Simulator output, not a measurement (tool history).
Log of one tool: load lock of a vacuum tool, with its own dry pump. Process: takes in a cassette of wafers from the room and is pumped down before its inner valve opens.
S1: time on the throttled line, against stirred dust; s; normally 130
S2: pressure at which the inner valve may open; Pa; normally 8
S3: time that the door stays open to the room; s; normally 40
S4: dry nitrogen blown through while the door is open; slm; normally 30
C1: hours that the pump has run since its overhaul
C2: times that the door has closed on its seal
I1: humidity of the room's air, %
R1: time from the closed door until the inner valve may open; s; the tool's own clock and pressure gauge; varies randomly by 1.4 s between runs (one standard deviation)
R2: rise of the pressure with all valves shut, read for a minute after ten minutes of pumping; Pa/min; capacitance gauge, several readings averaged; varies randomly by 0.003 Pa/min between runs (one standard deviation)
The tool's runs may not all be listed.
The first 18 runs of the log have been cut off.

Run 19, hour 4930.5: usual settings; C1 12616; C2 12690; I1 43.7. Result: R1 246.2 s, R2 0.051 Pa/min.
Run 20, hour 5101.4: usual settings; C1 12787; C2 13329; I1 44.4. Result: R1 248.3 s, R2 0.06 Pa/min.
Run 21, hour 5411.6: usual settings; C1 13097; C2 14489; I1 45.6. Result: R1 246.9 s, R2 0.057 Pa/min.
Run 22, hour 5643.8: usual settings; C1 13330; C2 15357; I1 41.7. Result: R1 245.9 s, R2 0.066 Pa/min.
Run 23, hour 5874.3: usual settings but S3 100 s, S4 19 slm; C1 13560; C2 16219; I1 43.2. Result: R1 248 s, R2 0.079 Pa/min.
Run 24, hour 6207.5: usual settings but S1 189 s, S2 10 Pa, S3 122 s, S4 19 slm; C1 13893; C2 17464; I1 46.3. Result: R1 286.1 s, R2 0.093 Pa/min.
Run 25, hour 6596.3: usual settings but S1 189 s, S2 10 Pa, S3 60 s, S4 5 slm; C1 14282; C2 18918; I1 45.3. Result: R1 287.5 s, R2 0.099 Pa/min.
Run 26, hour 6877.2: usual settings but S1 189 s, S2 10 Pa, S3 60 s, S4 5 slm; C1 14563; C2 19968; I1 43.5. Result: R1 286.6 s, R2 0.107 Pa/min.
Run 27, hour 7091.8: usual settings but S1 189 s, S2 10 Pa, S3 60 s, S4 5 slm; C1 14778; C2 20770; I1 46.1. Result: R1 289.5 s, R2 0.107 Pa/min.
Run 28, hour 7358.7: usual settings but S1 109 s, S2 12 Pa, S3 73 s, S4 25 slm; C1 15045; C2 21768; I1 45.7. Result: R1 227.9 s, R2 0.102 Pa/min.
Run 29, hour 7580.4: usual settings but S1 129 s, S2 10 Pa; C1 15266; C2 22596; I1 45.3. Result: R1 246.4 s, R2 0.101 Pa/min.
At hour 7886.9: dry pump taken out, an overhauled one fitted.
Run 30, hour 7976: usual settings but S1 129 s, S2 10 Pa; C1 89; C2 24053; I1 41.5. Result: R1 221.4 s, R2 0.113 Pa/min.
Run 31, hour 8272.6: usual settings but S1 248 s; C1 386; C2 25161; I1 46.1. Result: R1 311.5 s, R2 0.118 Pa/min.
Run 32, hour 8467.6: usual settings but S3 137 s; C1 581; C2 25891; I1 50. Result: R1 222.9 s, R2 0.137 Pa/min.
Run 33, hour 8690.7: usual settings but S3 102 s, S4 10 slm; C1 804; C2 26724; I1 43.1. Result: R1 224.2 s, R2 0.151 Pa/min.
Run 34, hour 9029.3: usual settings but S1 80 s, S3 87 s, S4 10 slm; C1 1142; C2 27990; I1 44. Result: R1 185 s, R2 0.152 Pa/min.
Run 35, hour 9388.2: usual settings but S1 127 s, S3 87 s, S4 22 slm; C1 1501; C2 29332; I1 43.6. Result: R1 224.3 s, R2 0.154 Pa/min.
Run 36, hour 9658.2: usual settings but S1 77 s, S3 87 s, S4 22 slm; C1 1771; C2 30341; I1 45.1. Result: R1 185.1 s, R2 0.161 Pa/min.

Alternative continuations, all from the tool just after run 36; predict every row:
Run A, hour 9974.6: usual settings but S1 234 s, S3 87 s, S4 27 slm; C1 2088; C2 31524; I1 42.2. Result: R1 ?, R2 ?.
Run B, hour 9974.6: usual settings but S1 93 s, S2 15 Pa, S3 87 s, S4 13 slm; C1 2088; C2 31524; I1 43.9. Result: R1 ?, R2 ?.
Run C, hour 9974.6: usual settings but S1 77 s, S2 15 Pa, S3 87 s, S4 39 slm; C1 2088; C2 31524; I1 47.4. Result: R1 ?, R2 ?.

run     R1     R2
  A  308.6  0.166
  B  188.4  0.176
  C  176.7  0.158
With the hidden condition removed and each run's random variation left untouched, the same runs would have given:
run     R1     R2
  A  307.7  0.018
  B  187.6  0.031
  C  175.8  0.011
